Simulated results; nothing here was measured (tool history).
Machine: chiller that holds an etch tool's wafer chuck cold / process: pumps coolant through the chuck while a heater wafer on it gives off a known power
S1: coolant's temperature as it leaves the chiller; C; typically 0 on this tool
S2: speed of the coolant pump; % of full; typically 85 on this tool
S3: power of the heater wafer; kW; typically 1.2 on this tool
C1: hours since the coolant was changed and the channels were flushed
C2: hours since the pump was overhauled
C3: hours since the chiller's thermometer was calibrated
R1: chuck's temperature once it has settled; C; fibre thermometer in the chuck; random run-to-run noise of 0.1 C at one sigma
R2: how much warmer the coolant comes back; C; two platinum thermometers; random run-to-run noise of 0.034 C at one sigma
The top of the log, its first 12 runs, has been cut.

run 13 hour=726.5 | S1=0 S2=94 S3=0.604 | C1=2484 C2=2015 C3=1522 | R1=5.7 R2=2.35
run 14 hour=796.7 | S1=0 S2=85 S3=1.2 | C1=2554 C2=2085 C3=1592 | R1=11.2 R2=5.14
run 15 hour=861.7 | S1=0 S2=85 S3=1.2 | C1=2619 C2=2150 C3=1657 | R1=11.4 R2=5.16
run 16 hour=909.5 | S1=0 S2=85 S3=1.2 | C1=2667 C2=2198 C3=1705 | R1=11.5 R2=5.2
run 17 hour=982.6 | S1=-1 S2=81 S3=1.377 | C1=2740 C2=2271 C3=1778 | R1=12.4 R2=6.26
run 18 hour=1030.2 | S1=4 S2=80 S3=0.603 | C1=2787 C2=2319 C3=1825 | R1=10.2 R2=2.75
run 19 hour=1072.1 | S1=4 S2=80 S3=0.603 | C1=2829 C2=2361 C3=1867 | R1=10.2 R2=2.78
run 20 hour=1119.7 | S1=0 S2=85 S3=1.2 | C1=2877 C2=2408 C3=1915 | R1=11.5 R2=5.21
run 21 hour=1163.9 | S1=-6 S2=91 S3=1.701 | C1=2921 C2=2452 C3=1959 | R1=9.4 R2=6.87
-- hour=1175.7 coolant pump overhauled
run 22 hour=1235.5 | S1=-6 S2=73 S3=1.007 | C1=2988 C2=60 C3=2026 | R1=4.9 R2=5.22
run 23 hour=1275.2 | S1=-6 S2=73 S3=1.007 | C1=3027 C2=100 C3=2065 | R1=4.6 R2=5.15
run 24 hour=1356.4 | S1=-8 S2=85 S3=0.992 | C1=3109 C2=181 C3=2147 | R1=1.7 R2=4.36
run 25 hour=1437.1 | S1=-8 S2=85 S3=0.952 | C1=3189 C2=261 C3=2227 | R1=1.4 R2=4.22
-- hour=1469.7 coolant pump overhauled, once more
run 26 hour=1534.2 | S1=-2 S2=66 S3=0.952 | C1=3281 C2=64 C3=2319 | R1=8.8 R2=5.16
run 27 hour=1576.8 | S1=6 S2=72 S3=1.129 | C1=3324 C2=107 C3=2362 | R1=18 R2=5.61
run 28 hour=1640.2 | S1=9 S2=74 S3=1.493 | C1=3387 C2=170 C3=2425 | R1=24.4 R2=7.26
run 29 hour=1690.3 | S1=10 S2=88 S3=1.785 | C1=3437 C2=221 C3=2475 | R1=26.6 R2=7.32
run 30 hour=1752.1 | S1=-3 S2=100 S3=1.031 | C1=3499 C2=282 C3=2537 | R1=5.9 R2=3.66
run 31 hour=1838.9 | S1=-3 S2=100 S3=1.031 | C1=3586 C2=369 C3=2624 | R1=5.9 R2=3.74
run 32 hour=1894.9 | S1=-3 S2=100 S3=1.031 | C1=3642 C2=425 C3=2680 | R1=5.9 R2=3.72

3 ways to go on from here, each from the tool as it stands after run 32. What would each give?
run A hour=1977.7 | S1=-9 S2=85 S3=0.86 | C1=3725 C2=508 C3=2763 | R1=? R2=?
run B hour=1977.7 | S1=-3 S2=100 S3=0.864 | C1=3725 C2=508 C3=2763 | R1=? R2=?
run C hour=1977.7 | S1=-3 S2=62 S3=1.115 | C1=3725 C2=508 C3=2763 | R1=? R2=?

run=A R1=-0.7 R2=3.63
run=B R1=4.6 R2=3.15
run=C R1=10.2 R2=6.51
Stripped of hidden state, with their random variation kept, the same runs would have yielded:
run=A R1=-1.7 R2=3.6
run=B R1=3.7 R2=3.12
run=C R1=8.9 R2=6.45

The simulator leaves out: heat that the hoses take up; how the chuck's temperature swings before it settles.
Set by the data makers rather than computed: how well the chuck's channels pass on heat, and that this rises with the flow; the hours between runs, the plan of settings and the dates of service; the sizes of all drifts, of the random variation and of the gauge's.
